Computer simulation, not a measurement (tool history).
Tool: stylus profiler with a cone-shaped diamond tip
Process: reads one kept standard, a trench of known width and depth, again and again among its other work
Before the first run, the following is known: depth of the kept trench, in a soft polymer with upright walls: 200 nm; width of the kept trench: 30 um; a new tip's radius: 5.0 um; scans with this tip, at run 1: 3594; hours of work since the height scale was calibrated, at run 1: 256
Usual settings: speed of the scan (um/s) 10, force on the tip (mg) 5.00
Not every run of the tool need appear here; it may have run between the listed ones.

| run | hour | speed of the scan (um/s) | force on the tip (mg) | scans with this tip | hours of work since the height scale was calibrated | depth of the trench (angstrom) | width of the trench's floor (um) |
|---|---|---|---|---|---|---|---|
| 1 | 0.0 | 10 | 5.00 | 3594 | 256 | 2025.9 | 26.09 |
| 2 | 49.0 | 10 | 3.19 | 4005 | 285 | 2018.7 | 26.00 |
| 3 | 103.0 | 10 | 5.00 | 4458 | 317 | 2026.3 | 25.90 |
| 4 | 132.4 | 10 | 5.00 | 4704 | 334 | 2025.2 | 25.84 |
| 5 | 159.6 | 10 | 7.27 | 4932 | 351 | 2033.1 | 25.81 |
| 6 | 204.5 | 10 | 7.27 | 5308 | 377 | 2032.9 | 25.74 |
|  | 209.2 | height scale calibrated on a step standard |
| 7 | 228.7 | 10 | 7.27 | 5507 | 12 | 2031.6 | 25.65 |
| 8 | 267.6 | 10 | 7.27 | 5833 | 35 | 2031.4 | 25.57 |
| 9 | 322.6 | 10 | 5.00 | 6294 | 68 | 2023.2 | 25.50 |
|  | 343.3 | height scale calibrated on a step standard, once more |
| 10 | 355.2 | 11 | 12.23 | 6563 | 7 | 2049.9 | 25.41 |
| 11 | 395.1 | 11 | 12.23 | 6897 | 31 | 2049.6 | 25.33 |
| 12 | 434.3 | 10 | 3.82 | 7226 | 54 | 2023.4 | 25.29 |
| 13 | 481.3 | 19 | 9.33 | 7619 | 82 | 2041.3 | 25.20 |
| 14 | 532.3 | 19 | 9.33 | 8047 | 113 | 2040.3 | 25.08 |
| 15 | 586.7 | 14 | 5.00 | 8503 | 145 | 2026.3 | 25.03 |
| 16 | 628.8 | 2 | 4.13 | 8856 | 170 | 2023.3 | 24.99 |
| 17 | 675.8 | 4 | 4.43 | 9250 | 198 | 2024.6 | 24.81 |
| 18 | 711.7 | 4 | 4.43 | 9551 | 219 | 2024.1 | 24.80 |

Predict each of these 3 candidate next runs independently; none follows another, all start after run 18:
|  | 728.2 | new tip fitted, height scale calibrated |
| A | 747.9 | 18 | 5.00 | 164 | 12 | ? | ? |
|  | 728.2 | new tip fitted, height scale calibrated |
| B | 747.9 | 10 | 3.10 | 164 | 12 | ? | ? |
|  | 728.2 | new tip fitted, height scale calibrated |
| C | 747.9 | 3 | 5.00 | 164 | 12 | ? | ? |

| run | depth of the trench (angstrom) | width of the trench's floor (um) |
|---|---|---|
| A | 2028.1 | 27.15 |
| B | 2020.0 | 27.20 |
| C | 2027.7 | 27.17 |
What these runs would have given with no unlogged condition in the tool:
| run | depth of the trench (angstrom) | width of the trench's floor (um) |
|---|---|---|
| A | 2027.8 | 27.16 |
| B | 2019.7 | 27.21 |
| C | 2027.3 | 27.18 |

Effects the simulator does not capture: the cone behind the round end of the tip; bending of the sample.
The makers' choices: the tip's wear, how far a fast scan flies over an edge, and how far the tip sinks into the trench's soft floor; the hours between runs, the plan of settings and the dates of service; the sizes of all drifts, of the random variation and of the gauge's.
